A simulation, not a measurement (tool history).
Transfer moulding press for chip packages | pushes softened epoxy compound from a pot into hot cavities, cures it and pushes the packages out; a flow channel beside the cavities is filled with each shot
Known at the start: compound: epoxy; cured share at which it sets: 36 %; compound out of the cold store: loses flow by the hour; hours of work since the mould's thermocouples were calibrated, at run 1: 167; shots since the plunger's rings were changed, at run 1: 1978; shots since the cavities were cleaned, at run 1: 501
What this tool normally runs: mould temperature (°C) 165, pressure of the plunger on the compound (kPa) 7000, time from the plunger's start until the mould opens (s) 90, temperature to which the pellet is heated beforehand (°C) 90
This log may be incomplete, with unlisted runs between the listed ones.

run   hour  mould temperature (°C)  pressure of the plunger on the compound (kPa)  time from the plunger's start until the mould opens (s)  temperature to which the pellet is heated beforehand (°C)  hours of work since the mould's thermocouples were calibrated  shots since the plunger's rings were changed  shots since the cavities were cleaned  incoming compound's hours out of the cold store  length that the compound runs in the flow channel (mm)  greatest force on the pins that push the packages out (N)
  1      0                     165                                           7000                                                       90                                                         90                                                            167                                          1978                                    501                                             32.3                                                     651                                                        326
      12.4  -- cavities cleaned with cleaning compound and waxed
  2   40.1                     165                                           7000                                                       90                                                         90                                                            196                                          2570                                    424                                               14                                                     663                                                        333
      57.6  -- cavities cleaned with cleaning compound and waxed
  3   86.4                     165                                           7000                                                       90                                                         90                                                            229                                          3256                                    441                                             34.8                                                     648                                                        325
     104.6  -- cavities cleaned with cleaning compound and waxed
  4  131.9                     165                                           7000                                                       90                                                         90                                                            261                                          3929                                    418                                             45.2                                                     637                                                        324
     151.3  -- cavities cleaned with cleaning compound and waxed
  5  173.9                     165                                           7000                                                       90                                                         90                                                            291                                          4549                                    345                                               37                                                     647                                                        336
     198.1  -- cavities cleaned with cleaning compound and waxed
  6  212.3                     165                                           5390                                                       90                                                         90                                                            319                                          5116                                    219                                             28.9                                                     580                                                        333
       243  -- cavities cleaned with cleaning compound and waxed
  7  245.7                     165                                           6070                                                       90                                                         90                                                            342                                          5603                                     40                                             12.1                                                     628                                                        321
  8  281.6                     165                                           7000                                                       90                                                         84                                                            369                                          6154                                    591                                             23.3                                                     674                                                        334
     289.8  -- cavities cleaned with cleaning compound and waxed
     308.3  -- plunger's sealing rings changed
  9  318.5                     165                                           7000                                                       90                                                         84                                                            393                                           156                                    401                                             40.4                                                     640                                                        328
     337.2  -- cavities cleaned with cleaning compound and waxed
 10  340.6                     165                                           7000                                                       90                                                         90                                                            408                                           472                                     52                                             10.7                                                     679                                                        327
 11  370.9                     165                                           7000                                                       90                                                         90                                                            431                                           936                                    516                                             47.6                                                     642                                                        315
     382.7  -- cavities cleaned with cleaning compound and waxed
 12  407.7                     165                                           7000                                                       90                                                         81                                                            457                                          1476                                    382                                             34.4                                                     658                                                        319
     428.1  -- cavities cleaned with cleaning compound and waxed
 13  428.1                     165                                           7000                                                       90                                                         81                                                            471                                          1766                                      0                                             38.1                                                     652                                                        317
 14  467.6                     165                                           7000                                                       90                                                         90                                                            500                                          2371                                    605                                             45.8                                                     633                                                        327
     472.7  -- cavities cleaned with cleaning compound and waxed
 15  496.9                     165                                           7000                                                       90                                                         90                                                            521                                          2796                                    370                                             10.4                                                     690                                                        326
     517.2  -- cavities cleaned with cleaning compound and waxed
 16  522.4                     165                                           7000                                                       90                                                         90                                                            538                                          3164                                     79                                               19                                                     675                                                        318
 17  557.1                     165                                           7000                                                       90                                                         90                                                            564                                          3695                                    610                                             34.9                                                     656                                                        329
     561.7  -- cavities cleaned with cleaning compound and waxed
 18  588.6                     165                                           5670                                                       71                                                         90                                                            586                                          4155                                    411                                             15.9                                                     602                                                        442
     606.8  -- cavities cleaned with cleaning compound and waxed
 19  616.1                     165                                           7000                                                      111                                                         90                                                            606                                          4553                                    143                                             24.9                                                     667                                                        295
     651.5  -- cavities cleaned with cleaning compound and waxed
 20  658.8                     159                                           7000                                                       74                                                         90                                                            636                                          5184                                    111                                              9.3                                                     693                                                        621
 21  683.5                     159                                           7000                                                       74                                                         90                                                            654                                          5562                                    489                                               20                                                     682                                                        619
     696.7  -- cavities cleaned with cleaning compound and waxed
 22  705.8                     159                                           7000                                                       74                                                         90                                                            670                                          5881                                    140                                               38                                                     659                                                        621
     742.3  -- cavities cleaned with cleaning compound and waxed
       747  -- plunger's sealing rings changed
 23  754.6                     166                                           6100                                                      124                                                         94                                                            703                                           116                                    150                                             22.1                                                     619                                                        308
     790.4  -- cavities cleaned with cleaning compound and waxed
 24  801.9                     171                                           7270                                                      103                                                         89                                                            737                                           818                                    176                                             23.5                                                     650                                                        292
     828.3  -- mould's thermocouples calibrated
     837.2  -- cavities cleaned with cleaning compound and waxed
 25  851.1                     171                                           7270                                                      103                                                         89                                                             16                                          1517                                    213                                             41.3                                                     648                                                        301
     883.2  -- cavities cleaned with cleaning compound and waxed
 26  886.2                     171                                           7270                                                       73                                                         89                                                             41                                          2033                                     47                                             44.3                                                     637                                                        319
 27  910.6                     165                                           5930                                                       90                                                         89                                                             59                                          2406                                    420                                             24.8                                                     613                                                        329
     929.1  -- cavities cleaned with cleaning compound and waxed
 28  955.5                     165                                           7540                                                      106                                                         84                                                             91                                          3071                                    405                                             11.2                                                     710                                                        314

Forecast each of these 3 alternatives for the next run:
     973.7  -- cavities cleaned with cleaning compound and waxed
  A  988.1                     165                                           7060                                                       87                                                         84                                                            114                                          3546                                    219                                             37.5                                                       ?                                                          ?
     973.7  -- cavities cleaned with cleaning compound and waxed
  B  988.1                     166                                           6520                                                       90                                                         92                                                            114                                          3546                                    219                                             21.1                                                       ?                                                          ?
     973.7  -- cavities cleaned with cleaning compound and waxed
  C  988.1                     171                                           7000                                                       90                                                         81                                                            114                                          3546                                    219                                               11                                                       ?                                                          ?

run  length that the compound runs in the flow channel (mm)  greatest force on the pins that push the packages out (N)
  A                                                     649                                                        334
  B                                                     649                                                        307
  C                                                     670                                                        307
Without the tool's unlogged condition, the same runs would have read:
run  length that the compound runs in the flow channel (mm)  greatest force on the pins that push the packages out (N)
  A                                                     650                                                        332
  B                                                     650                                                        305
  C                                                     672                                                        305

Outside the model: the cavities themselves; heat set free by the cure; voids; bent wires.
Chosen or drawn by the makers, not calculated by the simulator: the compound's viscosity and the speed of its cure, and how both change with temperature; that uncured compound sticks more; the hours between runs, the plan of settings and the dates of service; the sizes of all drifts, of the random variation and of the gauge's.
